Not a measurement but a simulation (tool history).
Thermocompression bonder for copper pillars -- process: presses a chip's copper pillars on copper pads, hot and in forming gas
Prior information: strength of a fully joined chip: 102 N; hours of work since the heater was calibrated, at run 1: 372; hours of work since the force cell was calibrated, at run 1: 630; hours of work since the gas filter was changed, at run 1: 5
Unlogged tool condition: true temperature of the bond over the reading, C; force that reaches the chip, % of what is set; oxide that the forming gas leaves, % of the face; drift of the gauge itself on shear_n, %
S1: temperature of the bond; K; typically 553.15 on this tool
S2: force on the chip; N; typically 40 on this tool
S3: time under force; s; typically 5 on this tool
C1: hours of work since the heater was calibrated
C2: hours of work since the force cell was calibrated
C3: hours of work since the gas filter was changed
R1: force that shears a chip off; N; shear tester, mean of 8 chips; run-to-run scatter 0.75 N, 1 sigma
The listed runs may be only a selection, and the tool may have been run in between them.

run 1 day=0 | S1=553.15 S2=40 S3=5 | C1=372 C2=630 C3=5 | R1=71.4
run 2 day=0.362 | S1=553.15 S2=40 S3=5 | C1=376 C2=634 C3=9 | R1=71.5
run 3 day=1.217 | S1=573.15 S2=40 S3=5 | C1=385 C2=644 C3=19 | R1=85.1
run 4 day=1.742 | S1=553.15 S2=40 S3=5 | C1=391 C2=650 C3=25 | R1=72.6
run 5 day=2.292 | S1=553.15 S2=40 S3=5 | C1=397 C2=656 C3=31 | R1=71.6
run 6 day=2.679 | S1=525.15 S2=40 S3=5 | C1=402 C2=660 C3=36 | R1=49.5
run 7 day=3.346 | S1=525.15 S2=40 S3=5 | C1=409 C2=668 C3=43 | R1=49.7
run 8 day=3.804 | S1=525.15 S2=40 S3=5 | C1=414 C2=673 C3=48 | R1=49.7
run 9 day=4.183 | S1=525.15 S2=40 S3=5 | C1=418 C2=677 C3=52 | R1=49.6
run 10 day=4.967 | S1=561.15 S2=40 S3=4 | C1=427 C2=686 C3=61 | R1=72.1
run 11 day=5.346 | S1=550.15 S2=27 S3=4 | C1=432 C2=690 C3=65 | R1=51.3
run 12 day=6.112 | S1=530.15 S2=27 S3=9 | C1=440 C2=699 C3=74 | R1=51.6
run 13 day=6.775 | S1=530.15 S2=27 S3=9 | C1=448 C2=706 C3=81 | R1=53.1
run 14 day=7.196 | S1=534.15 S2=55 S3=11 | C1=452 C2=711 C3=86 | R1=78.8
run 15 day=7.871 | S1=550.15 S2=55 S3=11 | C1=460 C2=718 C3=94 | R1=88

Each row is a separate what-if for the run after 15, all from the same tool condition, not one after another. Results?
run A day=8.533 | S1=568.15 S2=26 S3=11 | C1=467 C2=726 C3=101 | R1=?
run B day=8.533 | S1=577.15 S2=40 S3=3 | C1=467 C2=726 C3=101 | R1=?
run C day=8.533 | S1=578.15 S2=55 S3=4 | C1=467 C2=726 C3=101 | R1=?
run D day=8.533 | S1=550.15 S2=28 S3=3 | C1=467 C2=726 C3=101 | R1=?

run=A R1=81.6
run=B R1=77.6
run=C R1=90.3
run=D R1=47.7
Without the tool's hidden state the same runs would have given:
run=A R1=85.6
run=B R1=81.8
run=C R1=93.6
run=D R1=51.9

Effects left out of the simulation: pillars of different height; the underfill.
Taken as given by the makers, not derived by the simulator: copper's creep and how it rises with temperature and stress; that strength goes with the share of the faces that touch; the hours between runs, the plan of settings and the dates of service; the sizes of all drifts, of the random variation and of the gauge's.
